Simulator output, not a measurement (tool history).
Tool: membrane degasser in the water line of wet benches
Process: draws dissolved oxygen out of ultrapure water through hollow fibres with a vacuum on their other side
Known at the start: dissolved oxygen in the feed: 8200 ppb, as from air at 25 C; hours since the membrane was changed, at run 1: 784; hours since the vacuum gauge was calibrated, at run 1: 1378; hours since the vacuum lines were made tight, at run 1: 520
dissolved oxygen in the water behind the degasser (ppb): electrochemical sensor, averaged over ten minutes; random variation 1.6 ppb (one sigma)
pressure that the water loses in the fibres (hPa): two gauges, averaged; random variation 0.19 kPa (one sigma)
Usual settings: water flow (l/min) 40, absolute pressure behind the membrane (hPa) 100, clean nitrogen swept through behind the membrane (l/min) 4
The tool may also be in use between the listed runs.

run   hour  water flow (l/min)  absolute pressure behind the membrane (hPa)  clean nitrogen swept through behind the membrane (l/min)  hours since the membrane was changed  hours since the vacuum gauge was calibrated  hours since the vacuum lines were made tight  dissolved oxygen in the water behind the degasser (ppb)  pressure that the water loses in the fibres (hPa)
  1      0                  40                                          100                                                         4                                   784                                         1378                                           520                                                    177.8                                              410.9
  2   56.6                  40                                          100                                                         4                                   840                                         1434                                           577                                                    176.1                                              410.1
  3    113                  40                                          100                                                         4                                   897                                         1491                                           633                                                    181.6                                              412.9
  4  158.4                  40                                          100                                                         4                                   942                                         1536                                           678                                                    179.9                                              412.7
  5    227                  40                                          100                                                         4                                  1011                                         1605                                           747                                                    178.1                                              415.5
  6  307.5                  40                                          100                                                         4                                  1091                                         1685                                           828                                                    177.8                                              413.2
  7  344.1                  40                                          100                                                      3.77                                  1128                                         1722                                           864                                                    191.3                                              410.2
  8  383.9                  40                                          100                                                         4                                  1167                                         1762                                           904                                                      181                                              414.7
  9  460.3                  52                                          100                                                         4                                  1244                                         1838                                           980                                                    252.9                                              536.7
 10  541.2                  40                                          100                                                         4                                  1325                                         1919                                          1061                                                    176.1                                              411.7
 11  621.6                  40                                          100                                                         4                                  1405                                         1999                                          1142                                                    179.4                                              413.7

Run 12 comes next. What will it give?
 12  687.1                  40                                          100                                                         4                                  1471                                         2065                                          1207                                                        ?                                                  ?

dissolved oxygen in the water behind the degasser (ppb): 180.7
pressure that the water loses in the fibres (hPa): 415.5
Without the tool's hidden state the same run would have given dissolved oxygen in the water behind the degasser (ppb) 175.1, pressure that the water loses in the fibres (hPa) 409.3.

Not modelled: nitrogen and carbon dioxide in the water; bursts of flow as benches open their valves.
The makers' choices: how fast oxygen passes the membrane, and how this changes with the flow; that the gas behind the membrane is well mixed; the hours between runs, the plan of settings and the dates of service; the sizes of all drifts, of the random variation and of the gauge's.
